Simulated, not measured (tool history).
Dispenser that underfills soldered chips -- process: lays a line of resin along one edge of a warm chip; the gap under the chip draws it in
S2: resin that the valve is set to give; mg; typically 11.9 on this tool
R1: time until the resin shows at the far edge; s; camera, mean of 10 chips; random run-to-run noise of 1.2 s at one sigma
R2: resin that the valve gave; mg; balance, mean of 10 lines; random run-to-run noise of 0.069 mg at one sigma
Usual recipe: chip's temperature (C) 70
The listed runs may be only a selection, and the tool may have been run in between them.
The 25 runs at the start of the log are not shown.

Run 26, hour 96.5: usual settings but chip's temperature (C) 76, S2 12.2 mg. Result: R1 144 s, R2 11.92 mg.
Run 27, hour 100: usual settings but chip's temperature (C) 62, S2 12.2 mg. Result: R1 273.4 s, R2 11.88 mg.
At hour 101.7: new syringe of resin.
Run 28, hour 104.6: usual settings but chip's temperature (C) 84, S2 12.8 mg. Result: R1 90.3 s, R2 12.46 mg.
Run 29, hour 109.3: usual settings but chip's temperature (C) 84, S2 12.8 mg. Result: R1 122.2 s, R2 12.51 mg.
Run 30, hour 112.2: usual settings but chip's temperature (C) 76, S2 13.2 mg. Result: R1 178.3 s, R2 12.75 mg.
At hour 113.4: new syringe of resin.
Run 31, hour 117.6: usual settings but chip's temperature (C) 57, S2 13.2 mg. Result: R1 216.4 s, R2 12.81 mg.
Run 32, hour 121.2: usual settings but chip's temperature (C) 57, S2 13.2 mg. Result: R1 270.9 s, R2 12.67 mg.
At hour 125.5: new syringe of resin.
Run 33, hour 125.8: usual settings but chip's temperature (C) 57, S2 13.2 mg. Result: R1 176.1 s, R2 12.53 mg.
Run 34, hour 130.6: usual settings but chip's temperature (C) 82, S2 11.7 mg. Result: R1 110.9 s, R2 11.25 mg.
Run 35, hour 134.7: usual settings but chip's temperature (C) 81, S2 10.5 mg. Result: R1 150.4 s, R2 10.06 mg.
At hour 137.4: new syringe of resin.
Run 36, hour 137.5: usual settings but chip's temperature (C) 55, S2 10.2 mg. Result: R1 196.5 s, R2 9.84 mg.

3 ways to go on from here, each from the tool as it stands after run 36. What would each give?
Run A, hour 140: usual settings but chip's temperature (C) 82. Result: R1 ?, R2 ?.
Run B, hour 140: usual settings but chip's temperature (C) 83, S2 10.8 mg. Result: R1 ?, R2 ?.
Run C, hour 140: usual settings but chip's temperature (C) 79, S2 13.9 mg. Result: R1 ?, R2 ?.

run    R1     R2
  A  95.2  11.43
  B  95.1  10.44
  C   102  13.23
With the hidden condition removed and each run's random variation left untouched, the same runs would have given:
run    R1     R2
  A  83.4  11.95
  B  82.9  10.91
  C  89.8  13.84
